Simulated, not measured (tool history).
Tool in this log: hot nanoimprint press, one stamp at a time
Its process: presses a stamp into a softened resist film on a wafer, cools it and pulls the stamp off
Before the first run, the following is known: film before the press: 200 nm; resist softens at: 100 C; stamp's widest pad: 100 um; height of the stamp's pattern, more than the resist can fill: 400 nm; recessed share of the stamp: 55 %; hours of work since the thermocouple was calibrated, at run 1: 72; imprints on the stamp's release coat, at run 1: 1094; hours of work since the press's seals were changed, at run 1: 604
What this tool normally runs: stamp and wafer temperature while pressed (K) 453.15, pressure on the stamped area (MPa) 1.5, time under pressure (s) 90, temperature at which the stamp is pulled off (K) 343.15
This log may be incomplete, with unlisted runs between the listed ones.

run	hour	stamp and wafer temperature while pressed (K)	pressure on the stamped area (MPa)	time under pressure (s)	temperature at which the stamp is pulled off (K)	hours of work since the thermocouple was calibrated	imprints on the stamp's release coat	hours of work since the press's seals were changed	resist left under the stamp's widest pad (Å)	greatest force while the stamp is pulled off (N)
1	0	453.15	1.5	90	343.15	72	1094	604	785	268
2	21.2	453.15	1.5	90	343.15	85	1157	617	800	276
3	44.8	453.15	1.5	90	343.15	100	1227	631	788	273
4	65.6	453.15	1.5	90	343.15	112	1289	644	783	289
5	86.1	453.15	1.5	90	343.15	125	1349	656	787	280
6	110.9	453.15	1.5	90	343.15	140	1423	672	784	286
7	126.4	453.15	1.5	90	343.15	149	1469	681	779	272
8	151.2	453.15	1.5	90	343.15	165	1542	696	776	292
9	168.9	453.15	1.5	90	343.15	175	1595	707	777	298
10	187.5	453.15	1.5	90	343.15	187	1650	718	770	305
11	209	453.15	1.5	90	335.15	200	1714	731	783	337
12	230.6	453.15	1.5	90	335.15	213	1778	745	774	337
13	253.8	453.15	1.5	90	335.15	227	1847	759	772	341
14	279.8	463.15	1.5	90	343.15	243	1924	775	535	312
15	295.4	463.15	1.5	90	343.15	253	1970	784	537	318
16	319.3	453.15	1.66	165	334.15	267	2041	799	573	356
17	334.8	461.15	1.47	90	343.15	277	2087	808	583	316
# hour 349.2: stamp cleaned and given a new release coat
18	356.5	461.15	1.47	90	343.15	286	21	818	576	209
19	377	456.15	1.5	90	343.15	299	82	830	686	210
20	397.4	453.15	1.5	146	349.15	311	143	843	628	203
21	421.8	453.15	1.5	146	349.15	326	215	858	630	205
22	436.8	453.15	1.69	114	341.15	335	259	867	652	220
23	449.1	453.15	1.69	114	341.15	343	296	874	662	234
24	465.1	443.15	1.5	90	330.15	353	343	884	1102	255
25	491.6	443.15	1.5	90	330.15	369	422	900	1095	266
26	505.5	444.15	1.5	59	337.15	377	463	909	1205	246
27	531.1	444.15	1.5	59	337.15	393	539	924	1210	250
28	550.1	444.15	1.5	59	337.15	404	595	936	1199	259
29	565.8	444.15	1.5	59	337.15	414	642	946	1206	258
# hour 592.8: press's hydraulic seals changed and the load cell set to zero
30	597.5	441.15	2.2	90	341.15	428	712	3	962	249

What differs in the tool's unlogged condition from the final listed run ahead of each entry between runs to the first listed run following it?
From run 17 to run 18: stamp cleaned and given a new release coat (hour 349.2)
  true temperature over the reading, C: 1.33 -> 1.38; pressure that arrives at the usual setting, %: 93.58 -> 93.5; grip of the stamp's worn release coat, % over a new coat's: 55.8 -> 0.5
  difference, measured minus the result without the unlogged condition, resist left under the stamp's widest pad (Å): -8 -> -9; greatest force while the stamp is pulled off (N): +109 -> -3
From run 29 to run 30: press's hydraulic seals changed and the load cell set to zero (hour 592.8)
  true temperature over the reading, C: 2.01 -> 2.08; pressure that arrives at the usual setting, %: 92.42 -> 99.94; grip of the stamp's worn release coat, % over a new coat's: 16.2 -> 18
  difference, measured minus the result without the unlogged condition, resist left under the stamp's widest pad (Å): -42 -> -82; greatest force while the stamp is pulled off (N): +31 -> +32

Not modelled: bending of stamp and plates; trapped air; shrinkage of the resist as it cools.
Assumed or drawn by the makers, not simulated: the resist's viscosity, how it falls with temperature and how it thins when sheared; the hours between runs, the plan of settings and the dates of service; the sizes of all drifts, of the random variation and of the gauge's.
